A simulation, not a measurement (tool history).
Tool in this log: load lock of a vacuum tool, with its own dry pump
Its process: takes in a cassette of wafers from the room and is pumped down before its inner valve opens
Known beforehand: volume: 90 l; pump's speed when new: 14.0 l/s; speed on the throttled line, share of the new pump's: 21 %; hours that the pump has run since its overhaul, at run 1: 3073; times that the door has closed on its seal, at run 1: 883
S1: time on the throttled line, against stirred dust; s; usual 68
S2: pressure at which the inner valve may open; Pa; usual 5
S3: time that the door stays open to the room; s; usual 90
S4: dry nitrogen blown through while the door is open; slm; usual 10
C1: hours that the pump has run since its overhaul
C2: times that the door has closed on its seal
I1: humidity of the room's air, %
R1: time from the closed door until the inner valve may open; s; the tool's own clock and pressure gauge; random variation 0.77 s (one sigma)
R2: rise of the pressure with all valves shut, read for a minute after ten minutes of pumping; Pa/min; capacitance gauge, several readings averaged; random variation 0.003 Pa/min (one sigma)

| run | hour | S1 | S2 | S3 | S4 | C1 | C2 | I1 | R1 | R2 |
|---|---|---|---|---|---|---|---|---|---|---|
| 1 | 0.0 | 68 | 5 | 90 | 10 | 3073 | 883 | 45.0 | 121.4 | 0.039 |
| 2 | 147.2 | 68 | 5 | 90 | 10 | 3220 | 1512 | 48.1 | 121.1 | 0.049 |
| 3 | 309.1 | 68 | 10 | 90 | 10 | 3382 | 2205 | 45.8 | 115.0 | 0.044 |
| 4 | 394.5 | 68 | 5 | 90 | 10 | 3467 | 2571 | 45.6 | 120.3 | 0.053 |
| 5 | 567.4 | 68 | 5 | 90 | 38 | 3640 | 3310 | 46.9 | 121.1 | 0.032 |
| 6 | 731.7 | 68 | 5 | 90 | 10 | 3804 | 4013 | 42.6 | 121.8 | 0.055 |
| 7 | 881.5 | 68 | 5 | 90 | 10 | 3954 | 4654 | 46.7 | 120.8 | 0.053 |
| 8 | 990.3 | 68 | 5 | 90 | 10 | 4063 | 5120 | 46.8 | 119.1 | 0.059 |
| 9 | 1088.2 | 68 | 5 | 90 | 10 | 4161 | 5539 | 43.9 | 120.4 | 0.058 |
| 10 | 1205.3 | 68 | 5 | 90 | 10 | 4278 | 6040 | 46.7 | 120.2 | 0.061 |
| 11 | 1341.6 | 68 | 5 | 90 | 10 | 4414 | 6623 | 43.7 | 120.6 | 0.067 |
| 12 | 1505.2 | 57 | 5 | 90 | 18 | 4578 | 7323 | 44.7 | 112.6 | 0.059 |
| 13 | 1599.2 | 57 | 7 | 69 | 18 | 4672 | 7725 | 46.1 | 110.1 | 0.057 |
| 14 | 1772.0 | 86 | 4 | 90 | 10 | 4845 | 8464 | 44.2 | 136.4 | 0.074 |
| 15 | 1881.1 | 124 | 5 | 150 | 23 | 4954 | 8931 | 44.6 | 163.9 | 0.069 |
| 16 | 1955.5 | 47 | 8 | 79 | 6 | 5028 | 9249 | 41.6 | 100.8 | 0.077 |
| 17 | 2076.5 | 37 | 8 | 90 | 10 | 5149 | 9767 | 47.7 | 93.3 | 0.080 |
| 18 | 2180.3 | 37 | 8 | 90 | 10 | 5253 | 10211 | 45.2 | 92.8 | 0.086 |
| 19 | 2333.2 | 68 | 7 | 142 | 28 | 5406 | 10865 | 42.8 | 120.0 | 0.077 |
| 20 | 2409.3 | 63 | 7 | 142 | 28 | 5482 | 11191 | 43.8 | 113.9 | 0.078 |
| 21 | 2524.4 | 63 | 4 | 95 | 17 | 5597 | 11683 | 45.5 | 119.7 | 0.087 |
| 22 | 2693.9 | 68 | 5 | 90 | 7 | 5767 | 12409 | 45.3 | 121.7 | 0.099 |

For some of the steps in R1 from one run to the next: how much would appear even if the tool had no hidden state, given the settings, what came in and random variation, and how much remains for the hidden state plus any gauge scatter that the measured result and the result without hidden state don't share?
Hidden conditions of the tool in this case: pump's speed, % of a new pump's; leak at the door's seal, Pa l/s; drift of the gauge itself on ready_s, %; drift of the gauge itself on rise_pa_min, %.
Run 14 -> 15: S1 86 -> 124, S2 4 -> 5, S3 90 -> 150, S4 10 -> 23. R1 +27.5 s: hidden state -0.6, all else +28.1.
Run 15 -> 16: S1 124 -> 47, S2 5 -> 8, S3 150 -> 79, S4 23 -> 6. R1 -63.1 s: hidden state +0.6, all else -63.7.

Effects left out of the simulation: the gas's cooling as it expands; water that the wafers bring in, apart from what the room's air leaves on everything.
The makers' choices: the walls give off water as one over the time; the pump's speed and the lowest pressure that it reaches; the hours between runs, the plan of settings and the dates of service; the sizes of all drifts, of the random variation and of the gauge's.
